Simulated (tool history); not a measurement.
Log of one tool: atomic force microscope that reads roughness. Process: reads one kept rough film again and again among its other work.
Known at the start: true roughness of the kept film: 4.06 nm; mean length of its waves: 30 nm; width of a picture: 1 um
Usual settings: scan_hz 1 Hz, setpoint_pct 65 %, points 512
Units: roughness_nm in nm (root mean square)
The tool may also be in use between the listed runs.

run    hour  scan_hz  setpoint_pct  points  roughness_nm
  1       0        1            65     512         3.169
         37  -- new tip fitted
  2    37.5        1            65     512         3.485
  3    74.8        1            65     512         3.413
  4   129.7        1            65     512         3.265
  5   169.9        1            65     512         3.186
      199.1  -- new tip fitted
  6   211.8        1            65     512         3.489
  7   250.9        1            65     512         3.383
  8   299.5        1            65     512         3.278
  9     338        1            65     512         3.169
      362.1  -- new tip fitted
 10   384.1        1            65     512          3.41
 11   431.2        1            65     512         3.344
 12   473.5        1            65     481         3.203
 13   505.4        1            65     481         3.157
      524.6  -- new tip fitted
 14   538.6        1            65     408         3.501
 15   572.9     2.71            72     263         3.137
 16   620.5     0.51            85     441         3.239
      625.7  -- height scale calibrated on a step standard
 17   660.3     2.97            65     446         3.066
 18   685.9     2.97            65     602         3.014
      690.7  -- new tip fitted
 19   742.2     2.97            65     602         3.262
 20   782.7     2.97            65     602         3.145
      800.3  -- height scale calibrated on a step standard, once more
 21   844.1     2.97            64     602         2.985
      856.6  -- new tip fitted
 22   903.6        1            84     824         3.297
 23   947.8     1.91            57     512         3.278
 24   989.4     1.98            57     584         3.182
     1018.9  -- new tip fitted
 25  1029.7     1.98            57     584         3.448
 26    1078     1.13            65     512         3.346

Forecast each of these 5 alternatives for the next run:
  A  1131.6        1            60     659             ?
  B  1131.6     1.65            65     512             ?
  C  1131.6        1            72     392             ?
  D  1131.6        1            65     532             ?
  E  1131.6     3.85            83     512             ?

run  roughness_nm
  A         3.265
  B          3.19
  C         3.181
  D          3.22
  E         2.648
Without the tool's hidden state the same runs would have given:
run  roughness_nm
  A         3.571
  B         3.488
  C         3.479
  D         3.521
  E         2.896
